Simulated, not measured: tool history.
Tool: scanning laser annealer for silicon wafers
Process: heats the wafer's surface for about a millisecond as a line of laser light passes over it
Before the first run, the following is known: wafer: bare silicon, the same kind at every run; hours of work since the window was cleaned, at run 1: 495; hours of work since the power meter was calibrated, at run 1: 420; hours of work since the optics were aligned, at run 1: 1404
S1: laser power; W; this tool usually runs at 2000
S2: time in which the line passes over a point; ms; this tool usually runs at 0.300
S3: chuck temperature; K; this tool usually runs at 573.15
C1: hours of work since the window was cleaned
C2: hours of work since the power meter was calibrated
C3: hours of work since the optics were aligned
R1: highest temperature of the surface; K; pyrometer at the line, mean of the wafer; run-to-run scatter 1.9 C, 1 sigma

run,hour,S1,S2,S3,C1,C2,C3,R1
1,0.0,2000,0.300,573.15,495,420,1404,1326.15
2,22.2,2000,0.300,573.15,510,435,1418,1325.15
3,34.6,2000,0.300,573.15,518,443,1426,1323.15
4,53.0,2000,0.300,573.15,531,455,1439,1321.15
5,65.4,2000,0.300,573.15,539,463,1447,1325.15
6,86.3,1856,0.300,573.15,553,477,1461,1252.15
7,106.9,1856,0.300,573.15,566,491,1474,1253.15
8,131.0,2000,0.348,573.15,582,507,1490,1381.15
9,152.3,2000,0.346,573.15,596,521,1504,1378.15
# hour 162.3: optics aligned, line set to its width
10,169.2,2000,0.248,573.15,604,529,5,1263.15
11,194.9,2000,0.248,573.15,621,546,22,1261.15
12,214.9,2000,0.248,573.15,635,559,35,1260.15
13,228.6,2000,0.336,573.15,644,568,44,1379.15
14,243.5,2000,0.336,573.15,653,578,54,1378.15
15,261.4,2000,0.300,573.15,665,590,66,1328.15
16,279.8,2000,0.300,573.15,678,602,78,1329.15
17,300.1,2000,0.300,573.15,691,615,91,1327.15
18,313.4,2000,0.272,573.15,700,624,100,1289.15
19,331.2,2000,0.272,573.15,712,636,112,1290.15

Forecast run 20:
20,355.7,1931,0.276,570.15,728,652,128,?

R1: 1258.15 K
Minus the tool's unlogged condition, the same run would have read R1 1297.15 K.
